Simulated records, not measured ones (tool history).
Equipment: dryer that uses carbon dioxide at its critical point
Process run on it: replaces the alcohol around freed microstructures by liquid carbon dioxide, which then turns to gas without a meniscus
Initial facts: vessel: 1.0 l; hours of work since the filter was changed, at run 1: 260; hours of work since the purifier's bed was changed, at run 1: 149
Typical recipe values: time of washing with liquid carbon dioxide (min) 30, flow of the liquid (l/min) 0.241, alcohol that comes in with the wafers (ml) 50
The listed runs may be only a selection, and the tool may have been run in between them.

run,hour,time of washing with liquid carbon dioxide (min),flow of the liquid (l/min),alcohol that comes in with the wafers (ml),hours of work since the filter was changed,hours of work since the purifier's bed was changed,alcohol left in the vessel before it's heated (ppm by volume)
1,0,30,0.241,50,260,149,124
2,46.8,30,0.241,50,296,185,141
# hour 79.8: inlet filter changed
3,90.9,30,0.241,50,9,218,115
4,135.1,30,0.241,50,43,252,117
5,181.7,46,0.241,50,78,288,79
6,209.6,46,0.241,50,100,310,91
7,248.2,46,0.241,50,130,339,88
8,272.4,46,0.299,50,148,358,87
9,296.8,46,0.299,50,167,377,89
10,340.8,46,0.299,50,201,411,111
11,379.2,30,0.241,50,230,440,196
12,423.3,30,0.241,45,264,474,200
13,460.8,30,0.174,50,293,503,618
14,483.4,30,0.174,24,311,520,371
# hour 495.5: inlet filter changed
15,512.1,30,0.241,50,13,542,188
16,541.6,30,0.241,50,36,564,204
17,588.5,30,0.241,50,72,600,204
18,611.2,29,0.241,50,89,618,249
19,638.3,30,0.241,50,110,639,230
20,682.2,30,0.241,50,144,672,241
21,711,30,0.241,50,166,695,253
22,753,35,0.205,50,198,727,262
23,776.6,35,0.205,50,216,745,273
# hour 801.9: purifier's bed changed
24,813.4,35,0.205,50,242,9,97
25,833.6,30,0.216,30,258,24,114
26,859.3,32,0.216,97,278,44,230
27,890.5,44,0.241,50,302,68,36
# hour 914.1: inlet filter changed
28,914.1,44,0.241,50,0,86,30
29,959.2,32,0.158,42,35,120,388
30,1005.9,19,0.349,37,71,156,125
31,1044,19,0.349,37,100,186,126
32,1089.4,23,0.295,50,135,221,174
33,1134.8,23,0.295,50,170,255,164
34,1171,45,0.149,35,198,283,152
35,1202.5,30,0.285,50,222,308,108
36,1231.9,30,0.285,50,245,330,114
37,1253.1,30,0.285,24,261,346,97
38,1293.1,30,0.15,94,292,377,1863
# hour 1329.9: inlet filter changed
39,1339.1,41,0.221,79,7,412,121
40,1368.3,41,0.221,79,30,434,136
41,1408.2,25,0.241,50,60,465,298
42,1448.5,43,0.169,35,91,496,185

Below are 5 alternative next runs, each starting from the tool's condition after run 42. Predict each:
A,1485.4,30,0.159,42,120,524,?
B,1485.4,43,0.192,35,120,524,?
C,1485.4,43,0.37,94,120,524,?
D,1485.4,23,0.235,88,120,524,?
E,1485.4,43,0.334,35,120,524,?

run,alcohol left in the vessel before it's heated (ppm by volume)
A,641
B,166
C,143
D,754
E,141
Without the tool's hidden state the same runs would have given:
run,alcohol left in the vessel before it's heated (ppm by volume)
A,440
B,27
C,7
D,529
E,4
